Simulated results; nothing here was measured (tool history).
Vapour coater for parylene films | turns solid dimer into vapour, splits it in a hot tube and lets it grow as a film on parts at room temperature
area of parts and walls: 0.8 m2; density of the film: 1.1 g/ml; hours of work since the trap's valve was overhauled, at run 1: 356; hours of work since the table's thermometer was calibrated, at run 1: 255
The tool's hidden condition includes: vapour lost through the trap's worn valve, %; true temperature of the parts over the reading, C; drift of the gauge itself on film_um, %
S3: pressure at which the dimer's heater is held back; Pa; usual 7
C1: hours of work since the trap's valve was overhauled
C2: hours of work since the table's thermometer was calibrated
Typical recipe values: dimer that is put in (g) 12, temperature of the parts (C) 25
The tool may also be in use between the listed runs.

{"run": 1, "hour": 0.0, "dimer that is put in (g)": 12, "temperature of the parts (C)": 25, "S3": 7, "C1": 356, "C2": 255, "thickness of the film (nm)": 6520}
{"run": 2, "hour": 15.4, "dimer that is put in (g)": 12, "temperature of the parts (C)": 25, "S3": 7, "C1": 369, "C2": 268, "thickness of the film (nm)": 6550}
{"run": 3, "hour": 29.1, "dimer that is put in (g)": 12, "temperature of the parts (C)": 21, "S3": 7, "C1": 381, "C2": 279, "thickness of the film (nm)": 7150}
{"run": 4, "hour": 40.4, "dimer that is put in (g)": 12, "temperature of the parts (C)": 21, "S3": 7, "C1": 390, "C2": 289, "thickness of the film (nm)": 7050}
{"run": 5, "hour": 57.9, "dimer that is put in (g)": 12, "temperature of the parts (C)": 21, "S3": 7, "C1": 405, "C2": 304, "thickness of the film (nm)": 7040}
{"run": 6, "hour": 71.5, "dimer that is put in (g)": 12, "temperature of the parts (C)": 21, "S3": 7, "C1": 417, "C2": 315, "thickness of the film (nm)": 7060}
{"run": 7, "hour": 90.0, "dimer that is put in (g)": 12, "temperature of the parts (C)": 34, "S3": 7, "C1": 432, "C2": 331, "thickness of the film (nm)": 5190}
{"run": 8, "hour": 105.8, "dimer that is put in (g)": 12, "temperature of the parts (C)": 34, "S3": 7, "C1": 446, "C2": 344, "thickness of the film (nm)": 5180}
{"hour": 107.9, "done": "table's thermometer calibrated"}
{"run": 9, "hour": 117.5, "dimer that is put in (g)": 12, "temperature of the parts (C)": 34, "S3": 7, "C1": 455, "C2": 8, "thickness of the film (nm)": 5180}
{"run": 10, "hour": 138.6, "dimer that is put in (g)": 12, "temperature of the parts (C)": 34, "S3": 7, "C1": 473, "C2": 26, "thickness of the film (nm)": 5220}
{"run": 11, "hour": 150.3, "dimer that is put in (g)": 12, "temperature of the parts (C)": 34, "S3": 7, "C1": 483, "C2": 36, "thickness of the film (nm)": 5180}
{"run": 12, "hour": 166.3, "dimer that is put in (g)": 12, "temperature of the parts (C)": 29, "S3": 7, "C1": 496, "C2": 49, "thickness of the film (nm)": 5750}
{"run": 13, "hour": 186.8, "dimer that is put in (g)": 12, "temperature of the parts (C)": 29, "S3": 7, "C1": 514, "C2": 67, "thickness of the film (nm)": 5770}
{"hour": 202.9, "done": "table's thermometer calibrated, once more"}
{"run": 14, "hour": 207.1, "dimer that is put in (g)": 12, "temperature of the parts (C)": 29, "S3": 7, "C1": 530, "C2": 4, "thickness of the film (nm)": 5710}
{"hour": 218.8, "done": "trap's valve overhauled"}
{"run": 15, "hour": 225.4, "dimer that is put in (g)": 12, "temperature of the parts (C)": 25, "S3": 2.49, "C1": 6, "C2": 16, "thickness of the film (nm)": 8620}
{"run": 16, "hour": 244.0, "dimer that is put in (g)": 12, "temperature of the parts (C)": 25, "S3": 2.49, "C1": 21, "C2": 31, "thickness of the film (nm)": 8610}
{"run": 17, "hour": 257.5, "dimer that is put in (g)": 11, "temperature of the parts (C)": 31, "S3": 2.03, "C1": 33, "C2": 43, "thickness of the film (nm)": 7120}
{"run": 18, "hour": 274.3, "dimer that is put in (g)": 12, "temperature of the parts (C)": 25, "S3": 6.99, "C1": 47, "C2": 57, "thickness of the film (nm)": 7010}
{"run": 19, "hour": 287.6, "dimer that is put in (g)": 9, "temperature of the parts (C)": 36, "S3": 11.32, "C1": 58, "C2": 68, "thickness of the film (nm)": 3650}
{"run": 20, "hour": 302.6, "dimer that is put in (g)": 5, "temperature of the parts (C)": 27, "S3": 10.1, "C1": 71, "C2": 81, "thickness of the film (nm)": 2540}
{"run": 21, "hour": 314.0, "dimer that is put in (g)": 5, "temperature of the parts (C)": 27, "S3": 10.1, "C1": 81, "C2": 91, "thickness of the film (nm)": 2580}
{"run": 22, "hour": 328.3, "dimer that is put in (g)": 9, "temperature of the parts (C)": 17, "S3": 8.46, "C1": 93, "C2": 103, "thickness of the film (nm)": 5990}
{"run": 23, "hour": 348.2, "dimer that is put in (g)": 6, "temperature of the parts (C)": 25, "S3": 6.22, "C1": 110, "C2": 120, "thickness of the film (nm)": 3530}
{"run": 24, "hour": 364.7, "dimer that is put in (g)": 6, "temperature of the parts (C)": 25, "S3": 6.22, "C1": 124, "C2": 134, "thickness of the film (nm)": 3530}
{"run": 25, "hour": 379.8, "dimer that is put in (g)": 22, "temperature of the parts (C)": 32, "S3": 6.34, "C1": 136, "C2": 147, "thickness of the film (nm)": 10800}
{"run": 26, "hour": 392.2, "dimer that is put in (g)": 7, "temperature of the parts (C)": 33, "S3": 4.57, "C1": 147, "C2": 157, "thickness of the film (nm)": 3600}
{"run": 27, "hour": 410.7, "dimer that is put in (g)": 5, "temperature of the parts (C)": 18, "S3": 10.09, "C1": 163, "C2": 173, "thickness of the film (nm)": 3110}
{"run": 28, "hour": 430.4, "dimer that is put in (g)": 7, "temperature of the parts (C)": 37, "S3": 10.78, "C1": 179, "C2": 189, "thickness of the film (nm)": 2750}

Below are 5 alternative next runs, each starting from the tool's condition after run 28. Predict each:
{"run": "A", "hour": 448.0, "dimer that is put in (g)": 11, "temperature of the parts (C)": 31, "S3": 2.53, "C1": 194, "C2": 204, "thickness of the film (nm)": "?"}
{"run": "B", "hour": 448.0, "dimer that is put in (g)": 7, "temperature of the parts (C)": 32, "S3": 10.78, "C1": 194, "C2": 204, "thickness of the film (nm)": "?"}
{"run": "C", "hour": 448.0, "dimer that is put in (g)": 7, "temperature of the parts (C)": 27, "S3": 10.78, "C1": 194, "C2": 204, "thickness of the film (nm)": "?"}
{"run": "D", "hour": 448.0, "dimer that is put in (g)": 7, "temperature of the parts (C)": 32, "S3": 3.7, "C1": 194, "C2": 204, "thickness of the film (nm)": "?"}
{"run": "E", "hour": 448.0, "dimer that is put in (g)": 6, "temperature of the parts (C)": 37, "S3": 2.36, "C1": 194, "C2": 204, "thickness of the film (nm)": "?"}

run=A thickness_of_the_film_(nm)=6600
run=B thickness_of_the_film_(nm)=3080
run=C thickness_of_the_film_(nm)=3480
run=D thickness_of_the_film_(nm)=3810
run=E thickness_of_the_film_(nm)=3170
Without the tool's unlogged condition, the same runs would have read:
run=A thickness_of_the_film_(nm)=6910
run=B thickness_of_the_film_(nm)=3220
run=C thickness_of_the_film_(nm)=3640
run=D thickness_of_the_film_(nm)=3980
run=E thickness_of_the_film_(nm)=3310

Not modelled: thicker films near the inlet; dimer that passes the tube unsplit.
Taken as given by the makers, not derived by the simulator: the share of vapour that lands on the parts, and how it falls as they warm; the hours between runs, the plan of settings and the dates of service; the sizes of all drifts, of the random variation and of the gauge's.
